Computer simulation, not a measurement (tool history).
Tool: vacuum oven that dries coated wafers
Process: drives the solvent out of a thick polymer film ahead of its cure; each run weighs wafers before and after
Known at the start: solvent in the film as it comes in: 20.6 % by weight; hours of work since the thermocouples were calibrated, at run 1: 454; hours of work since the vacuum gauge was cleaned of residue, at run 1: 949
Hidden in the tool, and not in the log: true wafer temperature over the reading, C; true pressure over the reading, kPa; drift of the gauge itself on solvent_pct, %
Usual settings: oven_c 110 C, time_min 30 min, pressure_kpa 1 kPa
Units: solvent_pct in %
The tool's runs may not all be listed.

run     day  oven_c  time_min  pressure_kpa  hours of work since the thermocouples were calibrated  hours of work since the vacuum gauge was cleaned of residue  solvent_pct
  1       0     110        30             1                                                    454                                                          949         2.47
  2   3.392     110        30             1                                                    496                                                          991         2.56
  3   4.988     110        30             1                                                    516                                                         1010         2.53
        5.3  -- oven's thermocouples calibrated
  4   7.321     110        30             1                                                     25                                                         1038          2.7
  5   8.996     110        30             1                                                     46                                                         1059         2.76
  6  11.692     110        30          0.75                                                     79                                                         1093         2.66
  7  14.742     110        30          0.75                                                    117                                                         1130         2.76
  8  16.812     110        24          0.75                                                    143                                                         1156         3.74
     18.692  -- oven's thermocouples calibrated, once more
  9  20.258     118        22          0.72                                                     19                                                         1198         1.46
 10  22.912     107        38          3.81                                                     52                                                         1231         3.41

Forecast each of these 3 alternatives for the next run:
  A  25.671     121        30             1                                                     87                                                         1265            ?
  B  25.671     107        38          3.78                                                     87                                                         1265            ?
  C  25.671     110        30          3.44                                                     87                                                         1265            ?

run  solvent_pct
  A         0.64
  B         3.41
  C         3.23
Without the tool's hidden state the same runs would have given:
run  solvent_pct
  A         0.47
  B         3.06
  C          2.9
